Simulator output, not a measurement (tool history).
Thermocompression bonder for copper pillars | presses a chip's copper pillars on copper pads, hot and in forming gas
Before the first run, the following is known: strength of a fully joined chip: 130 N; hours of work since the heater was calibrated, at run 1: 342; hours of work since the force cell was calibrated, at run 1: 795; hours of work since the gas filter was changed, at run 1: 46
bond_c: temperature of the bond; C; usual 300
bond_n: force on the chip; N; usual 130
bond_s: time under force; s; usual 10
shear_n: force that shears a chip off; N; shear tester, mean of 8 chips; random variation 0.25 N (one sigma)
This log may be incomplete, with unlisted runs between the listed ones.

| run | hour | bond_c | bond_n | bond_s | hours of work since the heater was calibrated | hours of work since the force cell was calibrated | hours of work since the gas filter was changed | shear_n |
|---|---|---|---|---|---|---|---|---|
| 1 | 0 | 300 | 130 | 10 | 342 | 795 | 46 | 71.1 |
| 2 | 27.7 | 300 | 130 | 11 | 363 | 815 | 66 | 73.4 |
| 3 | 72.3 | 300 | 130 | 11 | 395 | 848 | 99 | 74.1 |
| 4 | 109.6 | 312 | 130 | 10 | 422 | 875 | 126 | 81.4 |
| 5 | 134.1 | 312 | 130 | 10 | 440 | 893 | 144 | 81.9 |
| 6 | 164.2 | 300 | 90 | 23 | 462 | 915 | 166 | 67.4 |

Run 7 is up next; what results do you expect?
| 7 | 216.3 | 325 | 115 | 18 | 500 | 952 | 204 | ? |

shear_n: 98.9 N
On a tool with no hidden condition, and with the same random variation, this run would have come out at shear_n 98.9 N.
